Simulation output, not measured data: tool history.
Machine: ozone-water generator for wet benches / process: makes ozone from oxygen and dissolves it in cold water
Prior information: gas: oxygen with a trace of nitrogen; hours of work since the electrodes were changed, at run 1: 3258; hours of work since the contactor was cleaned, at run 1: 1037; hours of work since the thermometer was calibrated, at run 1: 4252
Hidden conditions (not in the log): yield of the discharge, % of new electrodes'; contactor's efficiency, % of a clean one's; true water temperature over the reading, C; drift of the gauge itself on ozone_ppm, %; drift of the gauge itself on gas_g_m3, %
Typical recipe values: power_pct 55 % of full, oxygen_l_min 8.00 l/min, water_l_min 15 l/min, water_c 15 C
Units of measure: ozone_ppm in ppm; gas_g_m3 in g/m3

run	hour	power_pct	oxygen_l_min	water_l_min	water_c	hours of work since the electrodes were changed	hours of work since the contactor was cleaned	hours of work since the thermometer was calibrated	ozone_ppm	gas_g_m3
1	0.0	55	8.00	15	15	3258	1037	4252	25.1	154.0
2	54.8	55	8.00	15	15	3309	1088	4303	24.9	155.1
3	127.1	55	8.00	15	15	3376	1155	4370	24.7	155.7
4	176.5	55	8.00	15	15	3421	1201	4416	25.1	156.6
5	219.2	55	8.00	15	15	3461	1241	4456	24.9	155.1
6	303.0	95	8.00	15	15	3539	1319	4533	37.3	232.8
7	388.5	55	8.00	15	15	3618	1398	4613	24.9	152.8
8	435.4	55	8.00	15	15	3662	1442	4656	24.7	154.3
9	496.2	55	8.00	15	15	3718	1498	4713	24.6	155.9
10	542.5	55	8.00	15	15	3761	1541	4756	24.7	154.8
11	604.8	55	8.00	15	15	3819	1599	4814	24.4	155.2
12	688.9	55	8.00	15	15	3897	1677	4892	24.4	155.2
13	737.1	55	8.00	15	15	3942	1722	4936	24.4	153.3
14	810.8	55	8.00	15	15	4010	1790	5005	24.4	153.9
15	897.9	55	8.00	15	15	4091	1871	5086	24.4	153.9
# hour 905.9: contactor cleaned
16	974.4	95	8.00	15	15	4158	64	5153	36.5	230.9
17	1044.6	95	8.00	15	15	4224	129	5218	36.8	233.5
18	1102.2	95	8.00	15	15	4277	182	5272	36.3	230.6
# hour 1166.0: contactor cleaned, once more
19	1189.0	95	8.00	15	15	4354	21	5348	37.1	227.3
20	1274.4	96	14.23	15	15	4433	101	5428	32.4	166.7
21	1342.8	47	14.23	15	7	4497	164	5491	22.7	98.4
22	1398.6	79	14.23	13	11	4548	216	5543	32.6	145.8
# hour 1410.2: water thermometer calibrated
23	1482.0	79	14.23	13	11	4625	293	67	32.8	144.4
24	1552.9	79	14.23	16	11	4691	359	132	29.9	144.2
25	1609.3	40	4.32	10	22	4744	411	185	24.2	172.5
26	1645.4	50	8.00	20	23	4777	445	218	16.4	142.8
27	1701.9	50	8.00	20	23	4830	497	271	16.6	142.2
28	1755.3	43	8.00	20	23	4879	547	320	14.8	127.4
29	1833.9	43	8.00	20	23	4952	620	393	14.7	128.2
30	1886.3	50	8.00	10	15	5001	668	442	28.4	142.3
31	1964.3	94	8.00	10	15	5073	741	514	45.2	226.6
32	2031.8	96	8.00	20	15	5136	803	577	30.9	231.0

A few steps of ozone_ppm between consecutive runs. Split each: what settings, incoming material and random variation would produce without the hidden state, and what is left over for the hidden state, along with gauge scatter present in only one of the two compared results (measured, and without hidden state):
Run 5 -> 6: power_pct 55 -> 95. ozone_ppm +12.4 ppm: hidden state -1.5, all else +13.9.
Run 15 -> 16: power_pct 55 -> 95, contactor cleaned. ozone_ppm +12.1 ppm: hidden state -1.7, all else +13.8.
Run 29 -> 30: power_pct 43 -> 50, water_l_min 20 -> 10, water_c 23 -> 15. ozone_ppm +13.7 ppm: hidden state -0.8, all else +14.5.
Run 30 -> 31: power_pct 50 -> 94. ozone_ppm +16.8 ppm: hidden state -2.3, all else +19.1.
Run 31 -> 32: power_pct 94 -> 96, water_l_min 10 -> 20. ozone_ppm -14.3 ppm: hidden state +1.1, all else -15.4.
